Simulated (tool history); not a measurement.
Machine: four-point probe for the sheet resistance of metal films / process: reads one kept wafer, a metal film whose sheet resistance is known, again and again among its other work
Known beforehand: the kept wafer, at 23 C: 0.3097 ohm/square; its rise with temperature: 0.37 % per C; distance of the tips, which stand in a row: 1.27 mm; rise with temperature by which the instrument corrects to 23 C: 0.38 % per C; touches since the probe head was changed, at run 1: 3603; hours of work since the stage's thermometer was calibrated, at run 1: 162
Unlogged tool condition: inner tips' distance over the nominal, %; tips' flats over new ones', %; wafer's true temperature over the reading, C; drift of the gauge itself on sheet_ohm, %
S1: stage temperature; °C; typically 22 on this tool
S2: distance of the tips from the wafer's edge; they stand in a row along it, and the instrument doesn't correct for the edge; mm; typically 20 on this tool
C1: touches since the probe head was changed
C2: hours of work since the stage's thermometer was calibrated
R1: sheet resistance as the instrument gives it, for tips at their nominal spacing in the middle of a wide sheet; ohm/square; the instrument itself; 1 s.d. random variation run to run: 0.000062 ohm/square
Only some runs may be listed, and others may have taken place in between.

{"run": 1, "hour": 0.0, "S1": 22, "S2": 20, "C1": 3603, "C2": 162, "R1": 0.309187}
{"run": 2, "hour": 10.0, "S1": 26, "S2": 20, "C1": 3880, "C2": 169, "R1": 0.309269}
{"run": 3, "hour": 20.4, "S1": 26, "S2": 20, "C1": 4170, "C2": 176, "R1": 0.309122}
{"run": 4, "hour": 36.9, "S1": 22, "S2": 8, "C1": 4630, "C2": 188, "R1": 0.312703}
{"run": 5, "hour": 45.5, "S1": 22, "S2": 8, "C1": 4868, "C2": 194, "R1": 0.312725}
{"run": 6, "hour": 59.0, "S1": 22, "S2": 8, "C1": 5244, "C2": 203, "R1": 0.312605}
{"run": 7, "hour": 70.5, "S1": 22, "S2": 8, "C1": 5563, "C2": 211, "R1": 0.312627}
{"run": 8, "hour": 82.5, "S1": 25, "S2": 20, "C1": 5897, "C2": 219, "R1": 0.309224}
{"run": 9, "hour": 89.4, "S1": 22, "S2": 10, "C1": 6089, "C2": 224, "R1": 0.311308}
{"run": 10, "hour": 102.4, "S1": 33, "S2": 9, "C1": 6451, "C2": 232, "R1": 0.311686}
{"run": 11, "hour": 119.0, "S1": 33, "S2": 9, "C1": 6914, "C2": 244, "R1": 0.311658}
{"run": 12, "hour": 130.3, "S1": 31, "S2": 12, "C1": 7226, "C2": 251, "R1": 0.310355}
{"run": 13, "hour": 139.3, "S1": 31, "S2": 7, "C1": 7478, "C2": 258, "R1": 0.313874}
{"run": 14, "hour": 149.6, "S1": 30, "S2": 8, "C1": 7765, "C2": 265, "R1": 0.312561}
{"run": 15, "hour": 159.2, "S1": 30, "S2": 8, "C1": 8032, "C2": 271, "R1": 0.312711}
{"run": 16, "hour": 170.8, "S1": 19, "S2": 11, "C1": 8353, "C2": 279, "R1": 0.310826}
{"run": 17, "hour": 183.9, "S1": 19, "S2": 11, "C1": 8719, "C2": 288, "R1": 0.310837}
{"run": 18, "hour": 193.3, "S1": 19, "S2": 11, "C1": 8980, "C2": 295, "R1": 0.310906}

Consider 4 possible next runs. They are alternatives, not a sequence: every one starts from the tool as it was left by run 18. What does each give?
{"run": "A", "hour": 202.2, "S1": 20, "S2": 11, "C1": 9228, "C2": 301, "R1": "?"}
{"run": "B", "hour": 202.2, "S1": 29, "S2": 10, "C1": 9228, "C2": 301, "R1": "?"}
{"run": "C", "hour": 202.2, "S1": 32, "S2": 16, "C1": 9228, "C2": 301, "R1": "?"}
{"run": "D", "hour": 202.2, "S1": 20, "S2": 43, "C1": 9228, "C2": 301, "R1": "?"}

run=A R1=0.310837
run=B R1=0.311097
run=C R1=0.309492
run=D R1=0.308724
The same runs, with their run-to-run variation unchanged, on a tool lacking any hidden condition would have given:
run=A R1=0.311974
run=B R1=0.312234
run=C R1=0.310622
run=D R1=0.309854
